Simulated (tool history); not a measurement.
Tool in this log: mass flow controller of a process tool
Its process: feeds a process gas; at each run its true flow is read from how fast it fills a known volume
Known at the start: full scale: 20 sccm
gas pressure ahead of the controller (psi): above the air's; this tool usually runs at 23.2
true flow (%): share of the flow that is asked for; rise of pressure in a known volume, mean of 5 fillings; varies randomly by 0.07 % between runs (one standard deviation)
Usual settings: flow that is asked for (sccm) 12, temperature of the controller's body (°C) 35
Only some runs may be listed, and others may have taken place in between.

run      day  flow that is asked for (sccm)  gas pressure ahead of the controller (psi)  temperature of the controller's body (°C)  true flow (%)
  1        0                             12                                        23.2                                         35          96.15
  2   11.033                             12                                        23.2                                         35          96.15
  3   20.217                             12                                        27.6                                         35          96.41
  4   31.354                             12                                        37.7                                         35          96.66
  5   38.867                             12                                        23.2                                         35          96.01
  6   47.075                             12                                        23.2                                         35          96.21
  7   54.358                             12                                        23.2                                         35          95.98
  8   61.738                             12                                        23.2                                         35          96.09
  9   70.804                             12                                        23.2                                         29          96.56
 10   79.712                             12                                        23.2                                         29          96.55
 11   86.938                             12                                        23.2                                         35          95.91
 12   96.583                             12                                        23.2                                         32          96.25
 13  101.533                             12                                        23.2                                         32          96.11
 14  111.608                             12                                        23.2                                         32          96.08
 15  121.654                             12                                        31.8                                         32          96.48
 16  129.921                             12                                        23.2                                         35          95.84
 17  134.862                             12                                        23.2                                         35          95.71
     135.888  -- controller's zero set anew
 18  141.042                             12                                        23.2                                         35          95.98
 19  146.662                             12                                        23.2                                         35          96.01
 20  152.233                             12                                        23.2                                         23          97.25
 21  159.183                             12                                        23.2                                         23          97.27
 22  164.079                             20                                        23.2                                         23          98.25
 23  168.788                             12                                        23.2                                         35          96.07
 24  177.412                             12                                        23.2                                         35           95.8
 25  184.179                             12                                        22.8                                         25          96.77
 26  195.433                              3                                        20.9                                         35          97.52
     203.162  -- controller's zero set anew, once more
 27  206.654                              5                                        29.2                                         29          94.38
 28  214.542                              5                                        29.2                                         29          94.24
 29  220.192                             16                                        34.8                                         24          96.96
 30  231.112                              7                                        21.5                                         33          93.94
 31  237.512                              7                                        21.5                                         33          93.81
 32  243.404                              5                                        24.5                                         39          92.96
 33  254.342                              5                                        24.5                                         39          93.08
 34  262.392                             12                                        39.9                                         39           94.6
 35   273.45                              4                                        27.8                                         35          93.35
 36  278.921                              4                                        27.8                                         35          93.56
 37   286.75                              4                                        27.8                                         35          93.51
 38  298.254                             12                                          22                                         27          95.11
 39  309.838                              8                                        21.2                                         21          95.06
 40  320.117                              8                                        28.1                                         26          94.74
     326.133  -- controller exchanged for a calibrated one
 41  328.333                              3                                        25.8                                         26          97.12
 42  339.879                              3                                        25.8                                         26          97.27
 43   348.05                             12                                        26.8                                         28          98.26
 44  355.604                             17                                          31                                         40          97.79
 45  365.521                             17                                          31                                         40          97.87
 46  372.092                             15                                        38.1                                         24           99.6
 47  382.533                             15                                        38.1                                         24          99.48
 48  390.792                              2                                        23.2                                         40          95.95

Some steps in true flow (%), run to run, broken into two amounts with sign: the step expected even without the hidden condition (settings, incoming material, random variation), and the rest, left for the hidden condition together with whatever gauge scatter is not in both the measured and the hidden-condition-free result:
What the log doesn't record here: flow at rest that the sensor doesn't see, % of full scale; true flow over the shown one, %; drift of the gauge itself on true_pct, %.
Run 25 -> 26: flow that is asked for (sccm) 12 -> 3, gas pressure ahead of the controller (psi) 22.8 -> 20.9, temperature of the controller's body (°C) 25 -> 35. true flow (%) +0.75: hidden state +3.29, all else -2.54.
Run 26 -> 27: flow that is asked for (sccm) 3 -> 5, gas pressure ahead of the controller (psi) 20.9 -> 29.2, temperature of the controller's body (°C) 35 -> 29, controller's zero set anew, once more. true flow (%) -3.14: hidden state -4.47, all else +1.33.
Run 29 -> 30: flow that is asked for (sccm) 16 -> 7, gas pressure ahead of the controller (psi) 34.8 -> 21.5, temperature of the controller's body (°C) 24 -> 33. true flow (%) -3.02: hidden state +0.02, all else -3.04.
Run 40 -> 41: flow that is asked for (sccm) 8 -> 3, gas pressure ahead of the controller (psi) 28.1 -> 25.8, controller exchanged for a calibrated one. true flow (%) +2.38: hidden state +3.33, all else -0.95.
Run 47 -> 48: flow that is asked for (sccm) 15 -> 2, gas pressure ahead of the controller (psi) 38.1 -> 23.2, temperature of the controller's body (°C) 24 -> 40. true flow (%) -3.53: hidden state +1.09, all else -4.62.
